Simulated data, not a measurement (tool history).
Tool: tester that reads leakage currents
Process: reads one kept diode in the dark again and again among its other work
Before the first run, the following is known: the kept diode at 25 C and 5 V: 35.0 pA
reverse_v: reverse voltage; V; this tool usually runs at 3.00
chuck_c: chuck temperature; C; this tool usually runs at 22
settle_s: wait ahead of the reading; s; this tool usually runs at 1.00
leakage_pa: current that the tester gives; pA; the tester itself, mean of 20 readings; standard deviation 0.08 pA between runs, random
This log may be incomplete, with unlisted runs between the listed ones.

run,day,reverse_v,chuck_c,settle_s,leakage_pa
1,0.000,3.00,22,1.00,27.74
2,3.462,3.00,22,5.45,27.49
3,8.217,3.00,22,5.45,27.65
4,13.238,3.00,22,5.45,27.87
5,16.992,3.00,22,5.45,28.03
6,21.408,3.00,22,6.68,28.20
# day 23.983: probe card cleaned and baked
7,26.138,3.00,22,6.68,19.32
8,30.962,3.00,22,6.68,19.46
# day 35.512: tester calibrated
9,38.908,3.00,22,1.00,20.68
10,42.758,3.00,22,1.00,20.75
11,47.921,3.00,22,1.00,20.97
# day 49.696: chuck's temperature calibrated
12,52.912,3.00,22,1.00,20.08
13,58.142,3.00,22,1.00,20.23
# day 62.171: chuck's temperature calibrated, once more
14,62.171,3.00,22,2.93,23.33
15,69.908,2.20,22,1.00,19.57
16,75.679,2.20,22,1.00,19.55
17,80.358,3.00,22,1.00,23.96
18,87.417,3.11,22,1.00,24.96
19,91.988,3.00,22,8.77,24.30
20,96.046,3.80,54,1.68,239.08
21,100.533,3.80,54,1.68,237.19
22,105.521,1.78,47,8.99,97.18
23,111.621,1.78,47,8.99,97.12
24,116.608,4.18,49,0.30,181.68
25,119.983,8.02,40,9.73,148.39
26,124.250,8.02,35,4.25,108.92
27,129.900,8.02,55,0.47,388.11
# day 133.775: chuck's temperature calibrated
28,134.479,8.02,55,0.47,404.53
29,138.612,9.58,55,5.15,446.81
30,142.242,9.58,55,5.15,444.15
31,145.862,19.37,22,0.78,106.23
32,153.183,1.59,33,3.05,36.54
33,159.767,1.59,33,3.05,36.62
34,163.438,2.35,27,3.94,31.95
35,167.762,7.19,21,6.22,50.23
# day 169.808: probe card cleaned and baked
36,171.942,4.65,22,7.56,25.14
37,175.300,12.00,25,0.30,58.52
38,182.808,13.81,22,6.60,49.18

For some of the steps in leakage_pa from one run to the next: how much would appear even if the tool had no hidden state, given the settings, what came in and random variation, and how much remains for the hidden state plus any gauge scatter that the measured result and the result without hidden state don't share?
Hidden state at play: stray current of the dirty probe card, pA a volt; current scale over the true one, %; true chuck temperature over the reading, C; drift of the gauge itself on leakage_pa, %.
Run 19 -> 20: reverse_v 3.00 -> 3.80, chuck_c 22 -> 54, settle_s 8.77 -> 1.68. leakage_pa +214.78 pA: hidden state -4.68, all else +219.46.
Run 26 -> 27: chuck_c 35 -> 55, settle_s 4.25 -> 0.47. leakage_pa +279.19 pA: hidden state -16.56, all else +295.75.
Run 30 -> 31: reverse_v 9.58 -> 19.37, chuck_c 55 -> 22, settle_s 5.15 -> 0.78. leakage_pa -337.92 pA: hidden state +32.86, all else -370.78.
Run 31 -> 32: reverse_v 19.37 -> 1.59, chuck_c 22 -> 33, settle_s 0.78 -> 3.05. leakage_pa -69.69 pA: hidden state -42.05, all else -27.64.
Run 35 -> 36: reverse_v 7.19 -> 4.65, chuck_c 21 -> 22, settle_s 6.22 -> 7.56, probe card cleaned and baked. leakage_pa -25.09 pA: hidden state -20.21, all else -4.88.
